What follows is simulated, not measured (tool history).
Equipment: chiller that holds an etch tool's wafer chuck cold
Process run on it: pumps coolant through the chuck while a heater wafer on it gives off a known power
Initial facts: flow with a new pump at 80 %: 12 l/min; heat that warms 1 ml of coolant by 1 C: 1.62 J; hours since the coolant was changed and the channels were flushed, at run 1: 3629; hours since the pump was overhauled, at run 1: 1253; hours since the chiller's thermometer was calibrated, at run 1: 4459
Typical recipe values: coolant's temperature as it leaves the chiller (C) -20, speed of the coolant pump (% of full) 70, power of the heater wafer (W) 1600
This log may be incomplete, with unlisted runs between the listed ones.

| run | hour | coolant's temperature as it leaves the chiller (C) | speed of the coolant pump (% of full) | power of the heater wafer (W) | hours since the coolant was changed and the channels were flushed | hours since the pump was overhauled | hours since the chiller's thermometer was calibrated | chuck's temperature once it has settled (C) | how much warmer the coolant comes back (C) |
|---|---|---|---|---|---|---|---|---|---|
| 1 | 0.0 | -20 | 70 | 1600 | 3629 | 1253 | 4459 | -5.2 | 5.66 |
| 2 | 128.2 | -20 | 70 | 1600 | 3757 | 1382 | 4587 | -5.3 | 5.67 |
| 3 | 286.3 | -20 | 70 | 1600 | 3915 | 1540 | 4746 | -5.2 | 5.74 |
| 4 | 378.6 | -20 | 70 | 1208 | 4007 | 1632 | 4838 | -8.9 | 4.28 |
| 5 | 493.8 | -24 | 70 | 1208 | 4122 | 1747 | 4953 | -12.9 | 4.33 |
| 6 | 611.3 | -20 | 70 | 1628 | 4240 | 1865 | 5070 | -5.0 | 5.83 |
| 7 | 688.1 | -20 | 70 | 1628 | 4317 | 1941 | 5147 | -4.8 | 5.80 |
| 8 | 781.7 | -20 | 70 | 1628 | 4410 | 2035 | 5241 | -4.9 | 5.84 |
|  | 823.2 | chiller's thermometer calibrated |
| 9 | 850.6 | -20 | 70 | 1628 | 4478 | 2103 | 27 | -4.9 | 5.77 |
| 10 | 951.2 | -20 | 91 | 1628 | 4579 | 2204 | 128 | -7.6 | 4.36 |
| 11 | 1016.9 | -20 | 79 | 1628 | 4644 | 2269 | 194 | -6.5 | 5.10 |
| 12 | 1101.0 | -20 | 79 | 1628 | 4728 | 2353 | 278 | -6.2 | 5.10 |
| 13 | 1252.4 | -20 | 79 | 1628 | 4880 | 2505 | 429 | -6.2 | 5.13 |
| 14 | 1407.5 | -20 | 79 | 1628 | 5035 | 2660 | 584 | -6.2 | 5.10 |
| 15 | 1481.9 | -20 | 79 | 1628 | 5109 | 2734 | 659 | -6.3 | 5.06 |
| 16 | 1620.8 | -20 | 70 | 1600 | 5248 | 2873 | 798 | -5.4 | 5.73 |
| 17 | 1735.0 | -27 | 85 | 1600 | 5362 | 2987 | 912 | -14.2 | 4.58 |
| 18 | 1805.6 | -12 | 99 | 1085 | 5433 | 3058 | 982 | -4.1 | 2.66 |
| 19 | 1870.8 | -18 | 73 | 865 | 5498 | 3123 | 1048 | -10.2 | 2.91 |
| 20 | 1945.2 | -30 | 70 | 924 | 5573 | 3198 | 1122 | -21.4 | 3.27 |
| 21 | 2080.2 | -14 | 64 | 1740 | 5708 | 3333 | 1257 | 3.2 | 6.78 |
| 22 | 2146.1 | -20 | 72 | 1124 | 5774 | 3398 | 1323 | -9.7 | 3.88 |
| 23 | 2252.2 | -20 | 72 | 1124 | 5880 | 3505 | 1429 | -9.9 | 3.86 |
| 24 | 2336.2 | -20 | 72 | 1124 | 5964 | 3589 | 1513 | -9.8 | 3.91 |
|  | 2405.5 | coolant changed, channels flushed |
| 25 | 2408.1 | -20 | 93 | 1121 | 3 | 3654 | 1579 | -11.6 | 2.91 |
| 26 | 2536.6 | -20 | 93 | 1121 | 131 | 3783 | 1707 | -11.7 | 2.93 |
| 27 | 2648.5 | -20 | 93 | 1121 | 243 | 3895 | 1819 | -11.5 | 3.01 |
| 28 | 2727.8 | -26 | 66 | 1153 | 322 | 3974 | 1899 | -14.7 | 4.41 |
| 29 | 2857.0 | -26 | 66 | 1153 | 451 | 4103 | 2028 | -15.0 | 4.39 |
| 30 | 2945.9 | -20 | 94 | 1153 | 540 | 4192 | 2117 | -11.4 | 2.99 |
| 31 | 3035.8 | -20 | 94 | 1153 | 630 | 4282 | 2207 | -11.4 | 3.02 |

Take each entry between the runs: how does the hidden state at the last listed run before it differ from the hidden state at the first listed run after it?
Run 8 -> run 9: chiller's thermometer calibrated (hour 823.2)
  no hidden state differs between the two runs
Run 24 -> run 25: coolant changed, channels flushed (hour 2405.5)
  heat passed by the chuck's channels, % of clean ones': 99.8 -> 100

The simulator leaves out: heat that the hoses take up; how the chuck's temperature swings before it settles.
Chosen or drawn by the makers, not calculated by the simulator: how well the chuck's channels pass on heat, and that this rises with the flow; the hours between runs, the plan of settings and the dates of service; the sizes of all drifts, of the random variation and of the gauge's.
